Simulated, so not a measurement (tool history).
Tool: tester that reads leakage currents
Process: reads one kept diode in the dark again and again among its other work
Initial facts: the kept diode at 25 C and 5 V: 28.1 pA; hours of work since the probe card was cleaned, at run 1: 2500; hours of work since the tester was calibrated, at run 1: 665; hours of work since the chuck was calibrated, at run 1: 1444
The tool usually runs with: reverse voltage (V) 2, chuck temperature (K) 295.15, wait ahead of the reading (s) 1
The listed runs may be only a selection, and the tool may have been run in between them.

run,hour,reverse voltage (V),chuck temperature (K),wait ahead of the reading (s),hours of work since the probe card was cleaned,hours of work since the tester was calibrated,hours of work since the chuck was calibrated,current that the tester gives (pA)
1,0,2,295.15,1,2500,665,1444,17.99
2,33.6,2,295.15,1,2519,684,1463,18.23
3,58.1,2,295.15,1,2533,698,1478,18.22
4,102.5,2,295.15,1,2559,724,1503,18.16
5,146.3,2,295.15,1,2585,750,1529,18.24
6,185.4,2,295.15,1,2607,772,1551,18.24
7,214.1,2,295.15,1,2624,789,1568,18.36
8,244.7,2,295.15,1,2642,807,1586,18.45
9,265,3.15,295.15,1,2654,819,1598,23.39
10,285.4,3.15,295.15,1,2665,830,1610,23.52
11,307.1,2,295.15,1,2678,843,1622,18.33
12,351.7,2,294.15,1,2704,869,1648,17.04
13,372.7,2,294.15,1,2716,881,1660,17.11
14,394.4,2,293.15,1,2729,894,1673,15.95
15,426.5,2,293.15,1,2747,912,1691,15.87
16,461.3,1.31,295.15,1,2768,933,1712,14.79
# hour 465.4: chuck's temperature calibrated
17,484.6,2,295.15,1,2780,945,11,19.15
18,521.7,2,323.15,1,2801,967,33,169.25
19,563.3,2,323.15,1,2826,991,57,169.25
20,604.1,2.57,318.15,0.45,2849,1014,81,131.03
21,640.8,2.57,318.15,0.45,2871,1036,102,130.06
# hour 656.4: chuck's temperature calibrated, once more
22,690.2,2.57,318.15,1.4,2898,1063,20,115.29
23,725.7,2.57,318.15,1.4,2919,1084,40,115.52

Run 24 comes next. What will it give?
24,760.8,2.57,295.15,2.72,2939,1104,61,?

{"run 24": {"current that the tester gives (pA)": 19.52}}
If the tool had no hidden condition, the same run with the same run-to-run variation would have returned current that the tester gives (pA) 16.22.
